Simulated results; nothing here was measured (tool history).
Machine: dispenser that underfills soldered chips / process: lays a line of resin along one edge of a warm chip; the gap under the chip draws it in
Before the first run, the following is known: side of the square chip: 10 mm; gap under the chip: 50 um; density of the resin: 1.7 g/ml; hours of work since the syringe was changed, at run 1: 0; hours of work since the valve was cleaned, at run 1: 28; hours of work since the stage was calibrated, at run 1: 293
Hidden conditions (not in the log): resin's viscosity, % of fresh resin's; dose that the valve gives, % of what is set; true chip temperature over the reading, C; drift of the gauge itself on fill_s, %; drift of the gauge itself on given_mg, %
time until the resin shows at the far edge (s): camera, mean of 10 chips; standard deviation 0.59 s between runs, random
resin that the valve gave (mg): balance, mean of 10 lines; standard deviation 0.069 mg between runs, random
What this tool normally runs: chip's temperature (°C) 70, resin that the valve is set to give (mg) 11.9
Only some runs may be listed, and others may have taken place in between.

run	hour	chip's temperature (°C)	resin that the valve is set to give (mg)	hours of work since the syringe was changed	hours of work since the valve was cleaned	hours of work since the stage was calibrated	time until the resin shows at the far edge (s)	resin that the valve gave (mg)
1	0.0	70	11.9	0	28	293	54.9	11.64
2	6.5	70	11.9	5	33	298	67.8	11.46
# hour 8.5: new syringe of resin
3	13.8	70	11.9	4	38	303	64.8	11.57
# hour 17.8: new syringe of resin
4	23.4	70	11.9	4	45	310	67.3	11.41
# hour 27.1: new syringe of resin
5	30.9	70	11.9	3	51	315	62.8	11.39
# hour 36.0: new syringe of resin
6	41.7	70	11.9	4	59	323	66.0	11.15
# hour 45.2: new syringe of resin
7	52.0	70	13.3	5	66	330	69.6	12.57
# hour 54.2: new syringe of resin
# hour 62.9: new syringe of resin
8	66.6	70	12.5	3	77	341	63.2	11.62
# hour 71.9: new syringe of resin
9	73.9	70	12.5	2	82	346	60.4	11.63
# hour 80.8: new syringe of resin
10	85.1	70	12.5	3	90	354	63.9	11.51
# hour 89.8: new syringe of resin
11	93.5	69	11.9	3	96	360	67.5	10.98
# hour 98.5: new syringe of resin
12	106.1	66	11.9	6	105	370	88.6	10.94
# hour 107.2: new syringe of resin
# hour 116.5: new syringe of resin
13	120.5	70	11.9	3	116	380	65.2	10.63
# hour 125.0: new syringe of resin
14	127.4	63	11.0	2	121	385	91.4	9.91
# hour 133.5: new syringe of resin
15	140.7	63	11.0	5	130	395	103.6	9.79
# hour 142.7: new syringe of resin
16	147.1	69	11.7	3	135	399	72.2	10.49
# hour 149.3: dispensing valve cleaned and set on the balance
# hour 152.8: new syringe of resin
17	155.0	70	10.4	2	4	404	62.3	10.45
# hour 161.7: new syringe of resin
18	163.2	57	13.5	1	10	410	109.1	13.46
# hour 171.0: new syringe of resin
19	176.5	72	13.5	4	20	420	61.0	13.34
# hour 180.2: new syringe of resin
20	187.7	72	13.5	6	28	428	63.9	13.28
# hour 189.2: new syringe of resin
21	194.5	79	12.5	4	33	433	45.4	12.20
# hour 198.4: new syringe of resin
22	205.6	79	12.5	5	41	441	48.3	12.19
# hour 207.6: new syringe of resin
23	212.1	72	14.6	3	45	446	58.5	14.04
# hour 216.2: new syringe of resin
24	223.9	72	14.6	6	54	454	64.2	13.79
# hour 224.8: new syringe of resin
# hour 234.0: new syringe of resin
25	236.6	72	14.6	2	63	463	53.5	13.70

What differs in the tool's unlogged condition from the final listed run ahead of each entry between runs to the first listed run following it?
Logged between run 2 and run 3: new syringe of resin (hour 8.5)
  resin's viscosity, % of fresh resin's: 123.3 -> 118.4; dose that the valve gives, % of what is set: 97.13 -> 96.69; true chip temperature over the reading, C: -1.82 -> -1.85
  what was measured, less what the result would be without the hidden state, time until the resin shows at the far edge (s): +17.4 -> +14.9; resin that the valve gave (mg): -0.34 -> -0.40
Logged between run 3 and run 4: new syringe of resin (hour 17.8)
  resin's viscosity, % of fresh resin's: 118.4 -> 121.3; dose that the valve gives, % of what is set: 96.69 -> 96.08; true chip temperature over the reading, C: -1.85 -> -1.89
  what was measured, less what the result would be without the hidden state, time until the resin shows at the far edge (s): +14.9 -> +17.1; resin that the valve gave (mg): -0.40 -> -0.46
Logged between run 4 and run 5: new syringe of resin (hour 27.1)
  resin's viscosity, % of fresh resin's: 121.3 -> 111.3; dose that the valve gives, % of what is set: 96.08 -> 95.6; true chip temperature over the reading, C: -1.89 -> -1.92
  what was measured, less what the result would be without the hidden state, time until the resin shows at the far edge (s): +17.1 -> +11.7; resin that the valve gave (mg): -0.46 -> -0.52
Logged between run 5 and run 6: new syringe of resin (hour 36.0)
  resin's viscosity, % of fresh resin's: 111.3 -> 117.6; dose that the valve gives, % of what is set: 95.6 -> 94.93; true chip temperature over the reading, C: -1.92 -> -1.96
  what was measured, less what the result would be without the hidden state, time until the resin shows at the far edge (s): +11.7 -> +15.4; resin that the valve gave (mg): -0.52 -> -0.60
Logged between run 6 and run 7: new syringe of resin (hour 45.2)
  resin's viscosity, % of fresh resin's: 117.6 -> 124.8; dose that the valve gives, % of what is set: 94.93 -> 94.35; true chip temperature over the reading, C: -1.96 -> -2.01
  what was measured, less what the result would be without the hidden state, time until the resin shows at the far edge (s): +15.4 -> +19.1; resin that the valve gave (mg): -0.60 -> -0.75
Logged between run 7 and run 8: new syringe of resin (hour 54.2); new syringe of resin (hour 62.9)
  resin's viscosity, % of fresh resin's: 124.8 -> 112.9; dose that the valve gives, % of what is set: 94.35 -> 93.49; true chip temperature over the reading, C: -2.01 -> -2.06
  what was measured, less what the result would be without the hidden state, time until the resin shows at the far edge (s): +19.1 -> +12.9; resin that the valve gave (mg): -0.75 -> -0.81
Logged between run 8 and run 9: new syringe of resin (hour 71.9)
  resin's viscosity, % of fresh resin's: 112.9 -> 108.2; dose that the valve gives, % of what is set: 93.49 -> 93.06; true chip temperature over the reading, C: -2.06 -> -2.09
  what was measured, less what the result would be without the hidden state, time until the resin shows at the far edge (s): +12.9 -> +10.4; resin that the valve gave (mg): -0.81 -> -0.86
Logged between run 9 and run 10: new syringe of resin (hour 80.8)
  resin's viscosity, % of fresh resin's: 108.2 -> 113.4; dose that the valve gives, % of what is set: 93.06 -> 92.39; true chip temperature over the reading, C: -2.09 -> -2.14
  what was measured, less what the result would be without the hidden state, time until the resin shows at the far edge (s): +10.4 -> +13.7; resin that the valve gave (mg): -0.86 -> -0.95
Logged between run 10 and run 11: new syringe of resin (hour 89.8)
  resin's viscosity, % of fresh resin's: 113.4 -> 114; dose that the valve gives, % of what is set: 92.39 -> 91.87; true chip temperature over the reading, C: -2.14 -> -2.17
  what was measured, less what the result would be without the hidden state, time until the resin shows at the far edge (s): +13.7 -> +15.1; resin that the valve gave (mg): -0.95 -> -0.97
Logged between run 11 and run 12: new syringe of resin (hour 98.5)
  resin's viscosity, % of fresh resin's: 114 -> 126.5; dose that the valve gives, % of what is set: 91.87 -> 91.12; true chip temperature over the reading, C: -2.17 -> -2.22
  what was measured, less what the result would be without the hidden state, time until the resin shows at the far edge (s): +15.1 -> +27.2; resin that the valve gave (mg): -0.97 -> -1.06
Logged between run 12 and run 13: new syringe of resin (hour 107.2); new syringe of resin (hour 116.5)
  resin's viscosity, % of fresh resin's: 126.5 -> 114.1; dose that the valve gives, % of what is set: 91.12 -> 90.34; true chip temperature over the reading, C: -2.22 -> -2.28
  what was measured, less what the result would be without the hidden state, time until the resin shows at the far edge (s): +27.2 -> +15.3; resin that the valve gave (mg): -1.06 -> -1.15
Logged between run 13 and run 14: new syringe of resin (hour 125.0)
  resin's viscosity, % of fresh resin's: 114.1 -> 109.2; dose that the valve gives, % of what is set: 90.34 -> 89.94; true chip temperature over the reading, C: -2.28 -> -2.3
  what was measured, less what the result would be without the hidden state, time until the resin shows at the far edge (s): +15.3 -> +19.2; resin that the valve gave (mg): -1.15 -> -1.10
Logged between run 14 and run 15: new syringe of resin (hour 133.5)
  resin's viscosity, % of fresh resin's: 109.2 -> 123.8; dose that the valve gives, % of what is set: 89.94 -> 89.14; true chip temperature over the reading, C: -2.3 -> -2.36
  what was measured, less what the result would be without the hidden state, time until the resin shows at the far edge (s): +19.2 -> +32.1; resin that the valve gave (mg): -1.10 -> -1.19
Logged between run 15 and run 16: new syringe of resin (hour 142.7)
  resin's viscosity, % of fresh resin's: 123.8 -> 115.3; dose that the valve gives, % of what is set: 89.14 -> 88.71; true chip temperature over the reading, C: -2.36 -> -2.38
  what was measured, less what the result would be without the hidden state, time until the resin shows at the far edge (s): +32.1 -> +18.2; resin that the valve gave (mg): -1.19 -> -1.33
Logged between run 16 and run 17: dispensing valve cleaned and set on the balance (hour 149.3); new syringe of resin (hour 152.8)
  resin's viscosity, % of fresh resin's: 115.3 -> 105.2; dose that the valve gives, % of what is set: 88.71 -> 99.48; true chip temperature over the reading, C: -2.38 -> -2.41
  what was measured, less what the result would be without the hidden state, time until the resin shows at the far edge (s): +18.2 -> +9.4; resin that the valve gave (mg): -1.33 -> -0.06
Logged between run 17 and run 18: new syringe of resin (hour 161.7)
  resin's viscosity, % of fresh resin's: 105.2 -> 103.5; dose that the valve gives, % of what is set: 99.48 -> 99.02; true chip temperature over the reading, C: -2.41 -> -2.44
  what was measured, less what the result would be without the hidden state, time until the resin shows at the far edge (s): +9.4 -> +15.8; resin that the valve gave (mg): -0.06 -> -0.14
Logged between run 18 and run 19: new syringe of resin (hour 171.0)
  resin's viscosity, % of fresh resin's: 103.5 -> 119.7; dose that the valve gives, % of what is set: 99.02 -> 98.14; true chip temperature over the reading, C: -2.44 -> -2.49
  what was measured, less what the result would be without the hidden state, time until the resin shows at the far edge (s): +15.8 -> +15.6; resin that the valve gave (mg): -0.14 -> -0.26
Logged between run 19 and run 20: new syringe of resin (hour 180.2)
  resin's viscosity, % of fresh resin's: 119.7 -> 126; dose that the valve gives, % of what is set: 98.14 -> 97.42; true chip temperature over the reading, C: -2.49 -> -2.54
  what was measured, less what the result would be without the hidden state, time until the resin shows at the far edge (s): +15.6 -> +18.9; resin that the valve gave (mg): -0.26 -> -0.35
Logged between run 20 and run 21: new syringe of resin (hour 189.2)
  resin's viscosity, % of fresh resin's: 126 -> 120; dose that the valve gives, % of what is set: 97.42 -> 97.01; true chip temperature over the reading, C: -2.54 -> -2.56
  what was measured, less what the result would be without the hidden state, time until the resin shows at the far edge (s): +18.9 -> +11.7; resin that the valve gave (mg): -0.35 -> -0.38
Logged between run 21 and run 22: new syringe of resin (hour 198.4)
  resin's viscosity, % of fresh resin's: 120 -> 125.6; dose that the valve gives, % of what is set: 97.01 -> 96.39; true chip temperature over the reading, C: -2.56 -> -2.61
  what was measured, less what the result would be without the hidden state, time until the resin shows at the far edge (s): +11.7 -> +14.2; resin that the valve gave (mg): -0.38 -> -0.46
Logged between run 22 and run 23: new syringe of resin (hour 207.6)
  resin's viscosity, % of fresh resin's: 125.6 -> 114.3; dose that the valve gives, % of what is set: 96.39 -> 95.99; true chip temperature over the reading, C: -2.61 -> -2.64
  what was measured, less what the result would be without the hidden state, time until the resin shows at the far edge (s): +14.2 -> +13.2; resin that the valve gave (mg): -0.46 -> -0.58
Logged between run 23 and run 24: new syringe of resin (hour 216.2)
  resin's viscosity, % of fresh resin's: 114.3 -> 125.3; dose that the valve gives, % of what is set: 95.99 -> 95.28; true chip temperature over the reading, C: -2.64 -> -2.69
  what was measured, less what the result would be without the hidden state, time until the resin shows at the far edge (s): +13.2 -> +19.0; resin that the valve gave (mg): -0.58 -> -0.69
Logged between run 24 and run 25: new syringe of resin (hour 224.8); new syringe of resin (hour 234.0)
  resin's viscosity, % of fresh resin's: 125.3 -> 106.6; dose that the valve gives, % of what is set: 95.28 -> 94.51; true chip temperature over the reading, C: -2.69 -> -2.74
  what was measured, less what the result would be without the hidden state, time until the resin shows at the far edge (s): +19.0 -> +9.5; resin that the valve gave (mg): -0.69 -> -0.80
